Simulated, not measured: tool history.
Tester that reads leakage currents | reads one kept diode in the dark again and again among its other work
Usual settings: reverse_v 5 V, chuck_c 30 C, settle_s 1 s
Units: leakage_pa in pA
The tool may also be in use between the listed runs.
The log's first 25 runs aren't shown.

Run 26, hour 2196.6: usual settings but reverse_v 14.09 V, chuck_c 48 C, settle_s 5.51 s. Result: leakage_pa 1630.24 pA.
At hour 2209.1: tester calibrated.
Run 27, hour 2329.5: usual settings but reverse_v 14.09 V, chuck_c 48 C, settle_s 5.51 s. Result: leakage_pa 1631.62 pA.
Run 28, hour 2464.5: usual settings but reverse_v 6.12 V, chuck_c 23 C, settle_s 0.76 s. Result: leakage_pa 176.79 pA.
Run 29, hour 2521.3: usual settings but reverse_v 6.12 V, chuck_c 23 C, settle_s 0.76 s. Result: leakage_pa 177.94 pA.
Run 30, hour 2596.8: usual settings but reverse_v 8.35 V, chuck_c 29 C, settle_s 3 s. Result: leakage_pa 323.89 pA.
Run 31, hour 2656.2: usual settings but reverse_v 8.35 V, chuck_c 29 C, settle_s 3 s. Result: leakage_pa 325.46 pA.
Run 32, hour 2783.4: usual settings but reverse_v 1.09 V, chuck_c 38 C, settle_s 2.15 s. Result: leakage_pa 250.92 pA.
Run 33, hour 2898: usual settings but reverse_v 1.09 V, chuck_c 41 C, settle_s 1.9 s. Result: leakage_pa 313.33 pA.
Run 34, hour 2960.1: usual settings but settle_s 3.31 s. Result: leakage_pa 279.12 pA.
At hour 3007.2: tester calibrated, once more.
Run 35, hour 3094: usual settings but reverse_v 1.72 V, chuck_c 55 C, settle_s 1.19 s. Result: leakage_pa 1030.78 pA.
Run 36, hour 3186.5: usual settings but reverse_v 10.44 V, chuck_c 52 C, settle_s 0.33 s. Result: leakage_pa 1931.53 pA.
Run 37, hour 3246.9: usual settings but reverse_v 8.71 V, settle_s 7.54 s. Result: leakage_pa 369.2 pA.
Run 38, hour 3363.1: usual settings but reverse_v 14.11 V, chuck_c 24 C, settle_s 1.04 s. Result: leakage_pa 294.57 pA.
Run 39, hour 3462: usual settings but reverse_v 10.25 V, chuck_c 50 C, settle_s 1.36 s. Result: leakage_pa 1675.86 pA.

Forecast each of these 5 alternatives for the next run:
Run A, hour 3544.4: usual settings but chuck_c 57 C, settle_s 5.69 s. Result: leakage_pa ?.
Run B, hour 3544.4: usual settings but reverse_v 1.64 V. Result: leakage_pa ?.
Run C, hour 3544.4: usual settings but reverse_v 10.25 V, chuck_c 26 C, settle_s 1.36 s. Result: leakage_pa ?.
Run D, hour 3544.4: usual settings but chuck_c 32 C. Result: leakage_pa ?.
Run E, hour 3544.4: usual settings but reverse_v 19.53 V, chuck_c 37 C, settle_s 3.43 s. Result: leakage_pa ?.

run  leakage_pa
  A     1906.65
  B      173.01
  C      296.34
  D      335.88
  E      911.87
Without the tool's hidden state the same runs would have given:
run  leakage_pa
  A     1767.78
  B      157.72
  C      266.94
  D      305.96
  E      830.79

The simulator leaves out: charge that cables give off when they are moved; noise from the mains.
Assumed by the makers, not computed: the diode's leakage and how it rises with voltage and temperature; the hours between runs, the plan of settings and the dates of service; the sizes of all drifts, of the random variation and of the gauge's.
